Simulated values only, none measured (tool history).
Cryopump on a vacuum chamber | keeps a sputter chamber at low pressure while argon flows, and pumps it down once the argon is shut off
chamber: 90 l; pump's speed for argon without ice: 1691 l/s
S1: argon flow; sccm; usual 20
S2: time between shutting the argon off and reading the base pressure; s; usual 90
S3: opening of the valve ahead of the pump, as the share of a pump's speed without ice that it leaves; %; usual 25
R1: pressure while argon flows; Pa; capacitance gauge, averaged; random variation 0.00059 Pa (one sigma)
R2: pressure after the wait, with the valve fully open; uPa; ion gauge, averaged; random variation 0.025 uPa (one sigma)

Run 1, hour 0.0: usual settings. Result: R1 0.0862 Pa, R2 1.33 uPa.
At hour 12.3: pump warmed up, emptied and cooled again.
Run 2, hour 90.3: usual settings. Result: R1 0.0804 Pa, R2 1.30 uPa.
Run 3, hour 134.7: usual settings. Result: R1 0.0808 Pa, R2 1.27 uPa.
Run 4, hour 216.5: usual settings but S2 127 s. Result: R1 0.0821 Pa, R2 1.04 uPa.
Run 5, hour 275.7: usual settings but S2 127 s. Result: R1 0.0823 Pa, R2 1.11 uPa.
Run 6, hour 324.3: usual settings but S2 22 s. Result: R1 0.0838 Pa, R2 3.88 uPa.
Run 7, hour 391.8: usual settings. Result: R1 0.0840 Pa, R2 1.39 uPa.
Run 8, hour 468.5: usual settings. Result: R1 0.0847 Pa, R2 1.47 uPa.
At hour 487.9: pump warmed up, emptied and cooled again.
Run 9, hour 531.3: usual settings. Result: R1 0.0803 Pa, R2 1.37 uPa.
Run 10, hour 606.5: usual settings. Result: R1 0.0812 Pa, R2 1.39 uPa.
Run 11, hour 694.9: usual settings. Result: R1 0.0808 Pa, R2 1.41 uPa.
Run 12, hour 764.1: usual settings. Result: R1 0.0832 Pa, R2 1.47 uPa.
Run 13, hour 820.8: usual settings. Result: R1 0.0843 Pa, R2 1.51 uPa.
Run 14, hour 901.2: usual settings but S1 11 sccm, S3 53 %. Result: R1 0.0229 Pa, R2 1.56 uPa.
At hour 960.4: pump warmed up, emptied and cooled again.
Run 15, hour 986.3: usual settings but S1 11 sccm, S3 53 %. Result: R1 0.0207 Pa, R2 1.50 uPa.
Run 16, hour 1025.1: usual settings but S1 37 sccm, S2 22 s, S3 21 %. Result: R1 0.1772 Pa, R2 3.99 uPa.
Run 17, hour 1072.3: usual settings but S1 37 sccm, S2 22 s, S3 21 %. Result: R1 0.1802 Pa, R2 4.08 uPa.
Run 18, hour 1147.4: usual settings but S1 37 sccm, S2 22 s, S3 21 %. Result: R1 0.1804 Pa, R2 4.15 uPa.
Run 19, hour 1207.0: usual settings but S1 12 sccm, S2 22 s, S3 36 %. Result: R1 0.0352 Pa, R2 4.15 uPa.
Run 20, hour 1292.2: usual settings but S1 12 sccm, S2 22 s, S3 36 %. Result: R1 0.0355 Pa, R2 4.17 uPa.
Run 21, hour 1342.4: usual settings but S1 19 sccm, S2 22 s. Result: R1 0.0801 Pa, R2 4.33 uPa.
Run 22, hour 1404.2: usual settings but S3 21 %. Result: R1 0.1022 Pa, R2 1.69 uPa.
At hour 1434.5: pump warmed up, emptied and cooled again.
Run 23, hour 1481.6: usual settings but S2 174 s, S3 21 %. Result: R1 0.0952 Pa, R2 1.19 uPa.
Run 24, hour 1533.6: usual settings but S1 22 sccm, S2 46 s, S3 49 %. Result: R1 0.0468 Pa, R2 2.36 uPa.
Run 25, hour 1603.2: usual settings but S1 16 sccm, S3 44 %. Result: R1 0.0372 Pa, R2 1.72 uPa.
Run 26, hour 1657.2: usual settings but S2 33 s, S3 44 %. Result: R1 0.0481 Pa, R2 3.17 uPa.

Some steps in R1 between neighbouring runs. How much of each would the tool show without its hidden state too (settings, what came in, random variation), and how much is left for the hidden state, with any gauge scatter that isn't in both results?
The hidden state here: pump's speed, % of a pump's without ice; cold plate's temperature, K; leak into the chamber, uPa l/s; drift of the gauge itself on working_pa, %; drift of the gauge itself on base_upa, %.
Run 1 -> 2: pump warmed up, emptied and cooled again. R1 -0.0058 Pa: hidden state -0.0058, all else +0.0000.
Run 8 -> 9: pump warmed up, emptied and cooled again. R1 -0.0044 Pa: hidden state -0.0050, all else +0.0006.
Run 15 -> 16: S1 11 -> 37, S2 90 -> 22, S3 53 -> 21. R1 +0.1565 Pa: hidden state +0.0014, all else +0.1551.
Run 18 -> 19: S1 37 -> 12, S3 21 -> 36. R1 -0.1452 Pa: hidden state -0.0023, all else -0.1429.

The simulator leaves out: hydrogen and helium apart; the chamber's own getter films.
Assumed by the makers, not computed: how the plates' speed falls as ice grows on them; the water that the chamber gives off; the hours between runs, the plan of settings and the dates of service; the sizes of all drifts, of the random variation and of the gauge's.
